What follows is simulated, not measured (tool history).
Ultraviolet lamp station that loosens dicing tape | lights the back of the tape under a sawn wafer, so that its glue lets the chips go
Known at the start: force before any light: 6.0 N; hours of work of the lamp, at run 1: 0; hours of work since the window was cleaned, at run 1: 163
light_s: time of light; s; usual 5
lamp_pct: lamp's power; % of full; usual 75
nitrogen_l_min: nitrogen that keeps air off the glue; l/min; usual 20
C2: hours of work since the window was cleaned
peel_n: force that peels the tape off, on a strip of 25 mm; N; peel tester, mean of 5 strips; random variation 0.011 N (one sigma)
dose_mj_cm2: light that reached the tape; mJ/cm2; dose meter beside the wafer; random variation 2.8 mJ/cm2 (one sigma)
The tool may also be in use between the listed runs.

run 1 hour=0.0 | light_s=5 lamp_pct=75 nitrogen_l_min=20 | hours_of_work_of_the_lamp=0 C2=163 | peel_n=0.465 dose_mj_cm2=393
run 2 hour=51.4 | light_s=5 lamp_pct=75 nitrogen_l_min=20 | hours_of_work_of_the_lamp=33 C2=196 | peel_n=0.469 dose_mj_cm2=388
run 3 hour=94.3 | light_s=5 lamp_pct=75 nitrogen_l_min=36 | hours_of_work_of_the_lamp=61 C2=224 | peel_n=0.327 dose_mj_cm2=389
run 4 hour=165.7 | light_s=5 lamp_pct=75 nitrogen_l_min=36 | hours_of_work_of_the_lamp=107 C2=270 | peel_n=0.356 dose_mj_cm2=393
run 5 hour=211.2 | light_s=5 lamp_pct=75 nitrogen_l_min=20 | hours_of_work_of_the_lamp=136 C2=299 | peel_n=0.471 dose_mj_cm2=393
run 6 hour=266.1 | light_s=5 lamp_pct=75 nitrogen_l_min=20 | hours_of_work_of_the_lamp=171 C2=334 | peel_n=0.491 dose_mj_cm2=390
run 7 hour=295.7 | light_s=5 lamp_pct=75 nitrogen_l_min=20 | hours_of_work_of_the_lamp=190 C2=353 | peel_n=0.481 dose_mj_cm2=399
-- hour=305.7 window cleaned of glue's vapour
run 8 hour=361.0 | light_s=7 lamp_pct=75 nitrogen_l_min=18 | hours_of_work_of_the_lamp=232 C2=36 | peel_n=0.294 dose_mj_cm2=550
run 9 hour=418.2 | light_s=7 lamp_pct=75 nitrogen_l_min=18 | hours_of_work_of_the_lamp=269 C2=72 | peel_n=0.296 dose_mj_cm2=546
run 10 hour=451.1 | light_s=2 lamp_pct=75 nitrogen_l_min=18 | hours_of_work_of_the_lamp=290 C2=94 | peel_n=1.980 dose_mj_cm2=158
run 11 hour=513.3 | light_s=5 lamp_pct=71 nitrogen_l_min=20 | hours_of_work_of_the_lamp=330 C2=134 | peel_n=0.529 dose_mj_cm2=375
run 12 hour=543.1 | light_s=8 lamp_pct=87 nitrogen_l_min=10 | hours_of_work_of_the_lamp=349 C2=153 | peel_n=0.282 dose_mj_cm2=730
run 13 hour=609.6 | light_s=8 lamp_pct=87 nitrogen_l_min=10 | hours_of_work_of_the_lamp=392 C2=196 | peel_n=0.280 dose_mj_cm2=728
run 14 hour=649.8 | light_s=8 lamp_pct=87 nitrogen_l_min=12 | hours_of_work_of_the_lamp=418 C2=221 | peel_n=0.252 dose_mj_cm2=732

3 ways to go on from here, each from the tool as it stands after run 14. What would each give?
run A hour=704.3 | light_s=8 lamp_pct=75 nitrogen_l_min=38 | hours_of_work_of_the_lamp=453 C2=256 | peel_n=? dose_mj_cm2=?
run B hour=704.3 | light_s=3 lamp_pct=64 nitrogen_l_min=14 | hours_of_work_of_the_lamp=453 C2=256 | peel_n=? dose_mj_cm2=?
run C hour=704.3 | light_s=5 lamp_pct=75 nitrogen_l_min=20 | hours_of_work_of_the_lamp=453 C2=256 | peel_n=? dose_mj_cm2=?

run=A peel_n=0.200 dose_mj_cm2=625
run=B peel_n=1.685 dose_mj_cm2=203
run=C peel_n=0.487 dose_mj_cm2=390
Without the tool's hidden state the same runs would have given:
run=A peel_n=0.200 dose_mj_cm2=626
run=B peel_n=1.682 dose_mj_cm2=204
run=C peel_n=0.486 dose_mj_cm2=391
